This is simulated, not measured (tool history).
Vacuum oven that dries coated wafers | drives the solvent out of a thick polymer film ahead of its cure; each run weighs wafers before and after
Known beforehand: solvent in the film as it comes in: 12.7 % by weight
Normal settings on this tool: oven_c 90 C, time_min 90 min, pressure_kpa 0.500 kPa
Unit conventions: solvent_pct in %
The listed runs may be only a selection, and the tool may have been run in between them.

Run 1, hour 0.0: usual settings. Result: solvent_pct 1.12 %.
Run 2, hour 25.0: usual settings. Result: solvent_pct 1.14 %.
Run 3, hour 40.0: usual settings. Result: solvent_pct 1.13 %.
Run 4, hour 62.2: usual settings. Result: solvent_pct 1.10 %.
Run 5, hour 85.0: usual settings. Result: solvent_pct 1.22 %.
Run 6, hour 98.7: usual settings. Result: solvent_pct 1.15 %.
Run 7, hour 115.3: usual settings. Result: solvent_pct 1.22 %.
Run 8, hour 133.6: usual settings. Result: solvent_pct 1.11 %.
Run 9, hour 147.9: usual settings. Result: solvent_pct 1.15 %.
Run 10, hour 160.5: usual settings. Result: solvent_pct 1.16 %.
Run 11, hour 178.7: usual settings. Result: solvent_pct 1.18 %.
Run 12, hour 200.4: usual settings. Result: solvent_pct 1.14 %.
Run 13, hour 227.2: usual settings but pressure_kpa 0.806 kPa. Result: solvent_pct 1.54 %.
Run 14, hour 256.2: usual settings but pressure_kpa 0.922 kPa. Result: solvent_pct 1.57 %.
Run 15, hour 277.0: usual settings. Result: solvent_pct 1.07 %.
Run 16, hour 295.9: usual settings. Result: solvent_pct 1.06 %.
Run 17, hour 315.3: usual settings but pressure_kpa 1.478 kPa. Result: solvent_pct 2.21 %.
Run 18, hour 332.0: usual settings but time_min 61 min, pressure_kpa 0.428 kPa. Result: solvent_pct 1.96 %.
Run 19, hour 348.2: usual settings but pressure_kpa 0.275 kPa. Result: solvent_pct 0.88 %.
Run 20, hour 371.7: usual settings but pressure_kpa 0.275 kPa. Result: solvent_pct 0.88 %.
Run 21, hour 388.0: usual settings but oven_c 99 C, pressure_kpa 0.468 kPa. Result: solvent_pct 0.57 %.

The next listed run, before its measurement:
Run 22, hour 405.9: usual settings but oven_c 99 C, time_min 146 min, pressure_kpa 1.577 kPa. Result: solvent_pct ?.

Logged for run 22: solvent_pct 1.49 %.
The same run, on a tool lacking any hidden state, would have yielded solvent_pct 1.49 %.
